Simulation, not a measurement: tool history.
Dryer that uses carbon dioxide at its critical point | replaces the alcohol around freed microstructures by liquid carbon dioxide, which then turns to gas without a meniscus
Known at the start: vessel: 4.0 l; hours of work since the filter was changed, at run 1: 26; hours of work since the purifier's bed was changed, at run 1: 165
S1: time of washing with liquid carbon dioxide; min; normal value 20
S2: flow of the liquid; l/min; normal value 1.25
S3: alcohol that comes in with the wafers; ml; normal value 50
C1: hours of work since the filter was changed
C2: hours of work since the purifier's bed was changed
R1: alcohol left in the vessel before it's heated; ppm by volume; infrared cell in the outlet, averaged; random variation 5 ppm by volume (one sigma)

Run 1, day 0.000: usual settings; C1 26; C2 165. Result: R1 62 ppm by volume.
Run 2, day 0.242: usual settings; C1 29; C2 168. Result: R1 67 ppm by volume.
Run 3, day 0.512: usual settings but S1 18 min; C1 33; C2 172. Result: R1 89 ppm by volume.
Run 4, day 0.846: usual settings but S1 18 min; C1 37; C2 176. Result: R1 95 ppm by volume.
Run 5, day 1.054: usual settings but S1 18 min, S3 46 ml; C1 40; C2 179. Result: R1 86 ppm by volume.
Run 6, day 1.271: usual settings but S1 28 min, S3 46 ml; C1 43; C2 182. Result: R1 35 ppm by volume.
Run 7, day 1.492: usual settings; C1 46; C2 185. Result: R1 71 ppm by volume.
Run 8, day 1.762: usual settings; C1 50; C2 189. Result: R1 68 ppm by volume.
Run 9, day 2.092: usual settings; C1 55; C2 193. Result: R1 74 ppm by volume.
Run 10, day 2.442: usual settings but S1 25 min; C1 59; C2 198. Result: R1 53 ppm by volume.
Run 11, day 2.754: usual settings; C1 64; C2 202. Result: R1 75 ppm by volume.
Run 12, day 3.021: usual settings; C1 67; C2 206. Result: R1 75 ppm by volume.
Run 13, day 3.271: usual settings; C1 71; C2 209. Result: R1 70 ppm by volume.
Run 14, day 3.575: usual settings; C1 75; C2 214. Result: R1 77 ppm by volume.
Run 15, day 3.808: usual settings; C1 78; C2 217. Result: R1 77 ppm by volume.
Run 16, day 4.058: usual settings; C1 82; C2 220. Result: R1 83 ppm by volume.
Run 17, day 4.438: usual settings; C1 87; C2 225. Result: R1 80 ppm by volume.
Run 18, day 4.683: usual settings but S3 97 ml; C1 90; C2 229. Result: R1 111 ppm by volume.
Run 19, day 4.946: usual settings but S3 97 ml; C1 94; C2 232. Result: R1 103 ppm by volume.
Run 20, day 5.312: usual settings but S3 97 ml; C1 99; C2 237. Result: R1 117 ppm by volume.
Run 21, day 5.604: usual settings but S1 17 min, S2 0.77 l/min, S3 23 ml; C1 103; C2 241. Result: R1 335 ppm by volume.
Run 22, day 5.758: usual settings but S1 13 min, S2 0.77 l/min, S3 109 ml; C1 105; C2 244. Result: R1 2844 ppm by volume.
Run 23, day 5.975: usual settings but S1 13 min, S2 0.77 l/min, S3 109 ml; C1 108; C2 247. Result: R1 2859 ppm by volume.
Run 24, day 6.125: usual settings but S2 0.93 l/min; C1 110; C2 249. Result: R1 219 ppm by volume.
Run 25, day 6.371: usual settings but S2 1.42 l/min, S3 57 ml; C1 113; C2 252. Result: R1 59 ppm by volume.
Run 26, day 6.625: usual settings but S2 0.84 l/min, S3 57 ml; C1 117; C2 255. Result: R1 346 ppm by volume.
Run 27, day 6.833: usual settings but S2 0.84 l/min, S3 57 ml; C1 120; C2 258. Result: R1 362 ppm by volume.
Run 28, day 7.096: usual settings but S1 13 min, S2 1.99 l/min, S3 74 ml; C1 123; C2 262. Result: R1 80 ppm by volume.
Run 29, day 7.288: usual settings but S1 13 min, S2 1.99 l/min, S3 74 ml; C1 126; C2 265. Result: R1 84 ppm by volume.
Run 30, day 7.483: usual settings but S1 13 min, S2 1.99 l/min, S3 74 ml; C1 129; C2 267. Result: R1 82 ppm by volume.
Run 31, day 7.812: usual settings but S1 18 min, S2 1.29 l/min, S3 74 ml; C1 133; C2 272. Result: R1 133 ppm by volume.
Run 32, day 7.967: usual settings but S1 19 min, S2 1.06 l/min, S3 83 ml; C1 135; C2 274. Result: R1 259 ppm by volume.
Run 33, day 8.238: usual settings but S1 30 min, S2 1.06 l/min, S3 40 ml; C1 139; C2 278. Result: R1 57 ppm by volume.
Run 34, day 8.392: usual settings but S1 30 min, S2 1.87 l/min, S3 41 ml; C1 141; C2 280. Result: R1 44 ppm by volume.

3 options for the next run, each taken on its own from the tool as it stands now. Forecast them:
Run A, day 8.604: usual settings but S1 22 min, S2 1.56 l/min, S3 98 ml; C1 144; C2 283. Result: R1 ?.
Run B, day 8.604: usual settings but S1 16 min, S2 1.96 l/min, S3 41 ml; C1 144; C2 283. Result: R1 ?.
Run C, day 8.604: usual settings but S2 1.37 l/min, S3 25 ml; C1 144; C2 283. Result: R1 ?.

run  R1
  A  57
  B  57
  C  63
With the hidden condition removed and each run's random variation left untouched, the same runs would have given:
run  R1
  A  11
  B  11
  C  17
